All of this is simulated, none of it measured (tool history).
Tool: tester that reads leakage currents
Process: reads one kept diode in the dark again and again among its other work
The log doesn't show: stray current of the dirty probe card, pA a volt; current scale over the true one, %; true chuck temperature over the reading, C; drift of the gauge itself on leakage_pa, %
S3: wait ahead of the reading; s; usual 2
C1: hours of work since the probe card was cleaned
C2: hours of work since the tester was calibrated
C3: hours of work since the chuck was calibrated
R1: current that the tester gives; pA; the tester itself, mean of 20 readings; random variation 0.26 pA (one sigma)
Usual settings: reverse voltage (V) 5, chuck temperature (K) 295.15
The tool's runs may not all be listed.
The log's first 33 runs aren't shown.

Run 34, hour 942.4: usual settings but reverse voltage (V) 1.92, chuck temperature (K) 308.15, S3 4.3 s; C1 621; C2 1669; C3 891. Result: R1 149.95 pA.
Run 35, hour 978: usual settings but reverse voltage (V) 1.92, chuck temperature (K) 308.15, S3 4.3 s; C1 646; C2 1695; C3 916. Result: R1 149.27 pA.
Run 36, hour 1004.1: usual settings but reverse voltage (V) 1.92, chuck temperature (K) 308.15, S3 4.3 s; C1 665; C2 1713; C3 935. Result: R1 149.43 pA.
Run 37, hour 1029.5: usual settings but reverse voltage (V) 9.31, chuck temperature (K) 321.15, S3 9.69 s; C1 683; C2 1731; C3 953. Result: R1 1095.73 pA.
Run 38, hour 1069: usual settings but reverse voltage (V) 9.31, chuck temperature (K) 321.15, S3 9.69 s; C1 711; C2 1759; C3 981. Result: R1 1095.36 pA.
Run 39, hour 1090.5: usual settings but chuck temperature (K) 297.15, S3 0.6 s; C1 726; C2 1775; C3 996. Result: R1 89.86 pA.
Run 40, hour 1109.3: usual settings but reverse voltage (V) 1.92, S3 6.41 s; C1 740; C2 1788; C3 1009. Result: R1 43.24 pA.
Run 41, hour 1131.7: usual settings but reverse voltage (V) 2.09, chuck temperature (K) 307.15, S3 2.77 s; C1 756; C2 1804; C3 1025. Result: R1 141.47 pA.

Forecast each of these 3 alternatives for the next run:
Run A, hour 1160.5: usual settings but reverse voltage (V) 3.27, chuck temperature (K) 318.15, S3 0.68 s; C1 776; C2 1824; C3 1046. Result: R1 ?.
Run B, hour 1160.5: usual settings but S3 0.77 s; C1 776; C2 1824; C3 1046. Result: R1 ?.
Run C, hour 1160.5: usual settings but reverse voltage (V) 2.09, chuck temperature (K) 318.15, S3 2.77 s; C1 776; C2 1824; C3 1046. Result: R1 ?.

run      R1
  A   473.7
  B   73.73
  C  372.36
Without the tool's hidden state the same runs would have given:
run      R1
  A  550.52
  B   86.25
  C  432.89
